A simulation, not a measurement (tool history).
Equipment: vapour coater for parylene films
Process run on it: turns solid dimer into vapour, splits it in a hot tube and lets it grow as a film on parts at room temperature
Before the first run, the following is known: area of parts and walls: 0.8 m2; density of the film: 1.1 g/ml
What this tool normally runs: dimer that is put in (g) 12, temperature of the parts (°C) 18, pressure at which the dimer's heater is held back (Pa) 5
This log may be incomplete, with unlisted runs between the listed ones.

run   hour  dimer that is put in (g)  temperature of the parts (°C)  pressure at which the dimer's heater is held back (Pa)  thickness of the film (um)
  1      0                        12                             18                                                       5                           9
  2   49.3                        12                             18                                                       5                        8.95
  3     79                        17                             18                                                       5                        12.5
  4  110.5                        17                             18                                                       5                       12.48
  5  139.9                        17                             18                                                       5                       12.48
  6    195                        17                             18                                                       5                       12.25
  7  247.4                        17                             18                                                       5                       12.05
     257.1  -- trap's valve overhauled
  8  282.6                        12                             18                                                       5                        8.04
  9  315.9                        12                             18                                                       5                        7.93
 10  355.5                        12                             18                                                       5                        7.95
 11  387.9                        12                             11                                                    7.02                        8.76
     400.1  -- trap's valve overhauled, once more
 12  450.8                        12                             11                                                    7.02                       10.25

The next listed run, before its measurement:
 13  501.3                        12                             11                                                    7.02                           ?

{"run 13": {"thickness of the film (um)": 10.24}}
Were there no unlogged condition in the tool, this run, its random variation unchanged, would have produced thickness of the film (um) 10.41.
